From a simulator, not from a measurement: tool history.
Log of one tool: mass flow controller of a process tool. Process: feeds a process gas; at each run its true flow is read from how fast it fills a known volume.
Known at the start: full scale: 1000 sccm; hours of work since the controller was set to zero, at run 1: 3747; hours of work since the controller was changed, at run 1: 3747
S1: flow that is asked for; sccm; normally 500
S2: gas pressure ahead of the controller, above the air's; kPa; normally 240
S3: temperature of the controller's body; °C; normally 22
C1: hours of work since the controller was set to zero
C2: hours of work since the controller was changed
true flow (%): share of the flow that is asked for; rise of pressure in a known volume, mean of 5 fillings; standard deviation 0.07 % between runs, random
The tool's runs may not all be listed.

{"run": 1, "day": 0.0, "S1": 500, "S2": 240, "S3": 22, "C1": 3747, "C2": 3747, "true flow (%)": 96.86}
{"run": 2, "day": 16.417, "S1": 500, "S2": 240, "S3": 22, "C1": 3993, "C2": 3993, "true flow (%)": 97.03}
{"run": 3, "day": 39.462, "S1": 500, "S2": 240, "S3": 22, "C1": 4339, "C2": 4339, "true flow (%)": 96.78}
{"run": 4, "day": 62.071, "S1": 500, "S2": 240, "S3": 22, "C1": 4678, "C2": 4678, "true flow (%)": 96.57}
{"run": 5, "day": 80.158, "S1": 500, "S2": 240, "S3": 22, "C1": 4949, "C2": 4949, "true flow (%)": 96.52}
{"day": 82.029, "done": "controller's zero set anew"}
{"run": 6, "day": 97.996, "S1": 500, "S2": 240, "S3": 22, "C1": 240, "C2": 5217, "true flow (%)": 96.47}
{"run": 7, "day": 118.146, "S1": 500, "S2": 240, "S3": 22, "C1": 542, "C2": 5519, "true flow (%)": 96.4}
{"run": 8, "day": 139.288, "S1": 975, "S2": 240, "S3": 30, "C1": 859, "C2": 5836, "true flow (%)": 97.62}
{"day": 146.496, "done": "controller's zero set anew, once more"}
{"run": 9, "day": 153.888, "S1": 178, "S2": 240, "S3": 22, "C1": 111, "C2": 6055, "true flow (%)": 94.73}
{"run": 10, "day": 175.833, "S1": 731, "S2": 240, "S3": 32, "C1": 440, "C2": 6384, "true flow (%)": 96.81}
{"day": 185.117, "done": "controller exchanged for a calibrated one"}
{"run": 11, "day": 194.438, "S1": 731, "S2": 240, "S3": 32, "C1": 140, "C2": 140, "true flow (%)": 99.98}
{"run": 12, "day": 206.854, "S1": 828, "S2": 240, "S3": 36, "C1": 326, "C2": 326, "true flow (%)": 100.58}
{"run": 13, "day": 220.779, "S1": 828, "S2": 151, "S3": 26, "C1": 535, "C2": 535, "true flow (%)": 99.74}

Consider 3 possible next runs. They are alternatives, not a sequence: every one starts from the tool as it was left by run 13. What does each give?
{"run": "A", "day": 233.604, "S1": 990, "S2": 143, "S3": 25, "C1": 727, "C2": 727, "true flow (%)": "?"}
{"run": "B", "day": 233.604, "S1": 450, "S2": 151, "S3": 30, "C1": 727, "C2": 727, "true flow (%)": "?"}
{"run": "C", "day": 233.604, "S1": 666, "S2": 240, "S3": 22, "C1": 727, "C2": 727, "true flow (%)": "?"}

run=A true_flow_(%)=99.80
run=B true_flow_(%)=99.54
run=C true_flow_(%)=98.53
Had the tool no hidden state, the same runs would have come out as:
run=A true_flow_(%)=100.13
run=B true_flow_(%)=99.79
run=C true_flow_(%)=98.83

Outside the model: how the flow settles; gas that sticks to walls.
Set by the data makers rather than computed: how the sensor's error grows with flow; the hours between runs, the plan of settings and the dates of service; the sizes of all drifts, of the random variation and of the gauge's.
